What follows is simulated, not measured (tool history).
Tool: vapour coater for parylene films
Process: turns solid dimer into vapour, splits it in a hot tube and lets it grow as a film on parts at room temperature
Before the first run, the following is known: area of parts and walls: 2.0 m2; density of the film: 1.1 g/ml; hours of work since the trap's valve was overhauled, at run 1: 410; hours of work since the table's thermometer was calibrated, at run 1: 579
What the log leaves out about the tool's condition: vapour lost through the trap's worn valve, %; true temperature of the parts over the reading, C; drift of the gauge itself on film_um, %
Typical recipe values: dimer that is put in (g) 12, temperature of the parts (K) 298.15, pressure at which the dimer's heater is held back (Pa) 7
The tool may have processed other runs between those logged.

run,hour,dimer that is put in (g),temperature of the parts (K),pressure at which the dimer's heater is held back (Pa),hours of work since the trap's valve was overhauled,hours of work since the table's thermometer was calibrated,thickness of the film (µm)
1,0,12,298.15,7,410,579,3.2
2,35.9,12,298.15,7,438,606,3.16
3,60.5,12,298.15,7,457,625,3.1
4,105.6,12,298.15,7,491,660,3.11
5,134.8,12,298.15,7,514,682,3.11
6,177.1,12,298.15,7,546,715,3.07
7,199.5,18,298.15,7,564,732,4.6
8,223.9,18,298.15,7,582,751,4.64
# hour 239.9: trap's valve overhauled
9,250.8,18,291.15,7,8,769,5.05
10,279.2,12,302.15,7,30,790,2.81
11,316,12,298.15,7,59,819,2.97
# hour 333.9: table's thermometer calibrated
12,352.8,12,298.15,7,86,15,2.9
13,377.2,12,298.15,10.27,105,33,2.69
14,405.6,12,298.15,10.27,127,55,2.65
15,438.9,12,298.15,10.27,152,81,2.7
16,473.3,12,298.15,7,179,107,2.87
17,501.2,12,298.15,7,200,129,2.83
# hour 525.8: trap's valve overhauled, once more
18,544,12,298.15,7,14,159,3.46
19,587.1,19,294.15,2.46,47,192,7.13
20,617.6,19,294.15,5.31,71,215,6.08
21,641.1,19,308.15,5.31,89,233,4.79
22,683.1,6,308.15,2.22,121,266,1.83
23,721.2,8,297.15,2.22,150,295,2.84
24,753.2,12,293.15,7,175,320,3.66
25,797.6,12,293.15,7,209,354,3.6
26,829.3,6,296.15,2.17,234,378,2.12
27,879.3,21,308.15,3.33,272,417,5.72
28,912.1,21,308.15,3.33,297,442,5.72
29,960.1,12,298.15,7,334,479,3.22
30,981.3,19,297.15,2.93,351,495,6.2

Expected results for the next run?
31,1004.9,19,297.15,2.93,369,513,?

{"run 31": {"thickness of the film (µm)": 6.12}}
Had the tool carried no hidden state, the very same run would have given thickness of the film (µm) 6.58.
